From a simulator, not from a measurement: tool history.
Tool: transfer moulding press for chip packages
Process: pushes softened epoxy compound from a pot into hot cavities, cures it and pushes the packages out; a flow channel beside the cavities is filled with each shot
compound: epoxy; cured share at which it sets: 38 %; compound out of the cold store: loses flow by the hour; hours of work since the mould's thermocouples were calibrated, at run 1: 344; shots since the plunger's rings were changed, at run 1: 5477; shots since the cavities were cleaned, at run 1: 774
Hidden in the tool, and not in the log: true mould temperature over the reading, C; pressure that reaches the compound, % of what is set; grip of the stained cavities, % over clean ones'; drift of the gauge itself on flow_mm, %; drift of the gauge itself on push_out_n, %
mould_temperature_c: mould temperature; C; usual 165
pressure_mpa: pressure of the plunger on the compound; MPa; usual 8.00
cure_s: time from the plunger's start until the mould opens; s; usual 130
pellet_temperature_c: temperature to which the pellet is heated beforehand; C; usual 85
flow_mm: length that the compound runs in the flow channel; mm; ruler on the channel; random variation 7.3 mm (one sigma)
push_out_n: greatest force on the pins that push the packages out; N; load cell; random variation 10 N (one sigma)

| run | hour | mould_temperature_c | pressure_mpa | cure_s | pellet_temperature_c | hours of work since the mould's thermocouples were calibrated | shots since the plunger's rings were changed | shots since the cavities were cleaned | incoming compound's hours out of the cold store | flow_mm | push_out_n |
|---|---|---|---|---|---|---|---|---|---|---|---|
| 1 | 0.0 | 165 | 8.00 | 130 | 85 | 344 | 5477 | 774 | 30.4 | 700 | 839 |
|  | 5.5 | cavities cleaned with cleaning compound and waxed |
| 2 | 12.4 | 168 | 8.00 | 130 | 85 | 351 | 5575 | 63 | 13.2 | 741 | 498 |
| 3 | 22.0 | 168 | 8.00 | 130 | 85 | 357 | 5660 | 148 | 47.2 | 630 | 557 |
|  | 30.8 | plunger's sealing rings changed |
| 4 | 33.9 | 164 | 8.00 | 130 | 85 | 363 | 29 | 233 | 13.7 | 851 | 655 |
| 5 | 44.8 | 165 | 8.00 | 130 | 89 | 370 | 126 | 330 | 27.5 | 786 | 686 |
| 6 | 55.9 | 165 | 8.00 | 130 | 85 | 377 | 225 | 429 | 16.8 | 832 | 712 |
| 7 | 63.3 | 165 | 8.00 | 130 | 85 | 381 | 292 | 496 | 41.5 | 745 | 744 |
| 8 | 77.1 | 171 | 8.00 | 130 | 85 | 390 | 416 | 620 | 47.0 | 709 | 726 |
| 9 | 85.7 | 165 | 8.00 | 130 | 85 | 395 | 493 | 697 | 39.7 | 753 | 781 |
| 10 | 97.1 | 165 | 8.00 | 130 | 85 | 403 | 595 | 799 | 11.4 | 833 | 821 |
|  | 99.6 | cavities cleaned with cleaning compound and waxed |
| 11 | 113.0 | 165 | 8.00 | 130 | 85 | 412 | 724 | 120 | 19.1 | 807 | 594 |
| 12 | 127.7 | 165 | 8.00 | 142 | 85 | 421 | 855 | 251 | 40.0 | 740 | 598 |
| 13 | 141.4 | 165 | 8.00 | 142 | 85 | 430 | 978 | 374 | 26.0 | 777 | 664 |
| 14 | 149.8 | 163 | 8.00 | 111 | 85 | 435 | 1053 | 449 | 22.2 | 814 | 1006 |
| 15 | 162.5 | 166 | 8.00 | 130 | 76 | 443 | 1167 | 563 | 28.8 | 787 | 743 |
| 16 | 172.8 | 166 | 8.00 | 130 | 76 | 449 | 1259 | 655 | 17.5 | 802 | 754 |
| 17 | 185.3 | 165 | 7.91 | 130 | 83 | 457 | 1372 | 768 | 21.0 | 793 | 793 |
|  | 191.8 | cavities cleaned with cleaning compound and waxed |
| 18 | 202.3 | 168 | 8.18 | 159 | 76 | 467 | 1510 | 94 | 35.0 | 737 | 501 |
| 19 | 211.6 | 172 | 7.73 | 135 | 78 | 473 | 1594 | 178 | 25.8 | 747 | 572 |
| 20 | 220.6 | 172 | 7.73 | 135 | 78 | 479 | 1674 | 258 | 12.5 | 786 | 584 |
| 21 | 231.9 | 158 | 7.73 | 135 | 80 | 486 | 1776 | 360 | 14.1 | 834 | 968 |
| 22 | 239.7 | 158 | 7.73 | 135 | 80 | 491 | 1845 | 429 | 38.4 | 747 | 944 |
| 23 | 251.2 | 171 | 9.51 | 158 | 82 | 498 | 1949 | 533 | 31.2 | 806 | 688 |
| 24 | 262.5 | 171 | 9.51 | 158 | 82 | 505 | 2050 | 634 | 35.3 | 781 | 707 |
| 25 | 271.1 | 171 | 9.51 | 153 | 82 | 510 | 2127 | 711 | 36.9 | 766 | 710 |

Forecast each of these 3 alternatives for the next run:
|  | 283.3 | cavities cleaned with cleaning compound and waxed |
| A | 283.3 | 165 | 6.85 | 137 | 87 | 517 | 2223 | 0 | 37.3 | ? | ? |
|  | 283.3 | cavities cleaned with cleaning compound and waxed |
| B | 283.3 | 171 | 7.60 | 140 | 82 | 517 | 2223 | 0 | 29.3 | ? | ? |
|  | 283.3 | cavities cleaned with cleaning compound and waxed |
| C | 283.3 | 167 | 6.03 | 130 | 85 | 517 | 2223 | 0 | 23.9 | ? | ? |

| run | flow_mm | push_out_n |
|---|---|---|
| A | 675 | 445 |
| B | 720 | 426 |
| C | 656 | 436 |
Without the tool's hidden state the same runs would have given:
| run | flow_mm | push_out_n |
|---|---|---|
| A | 709 | 437 |
| B | 756 | 414 |
| C | 689 | 429 |
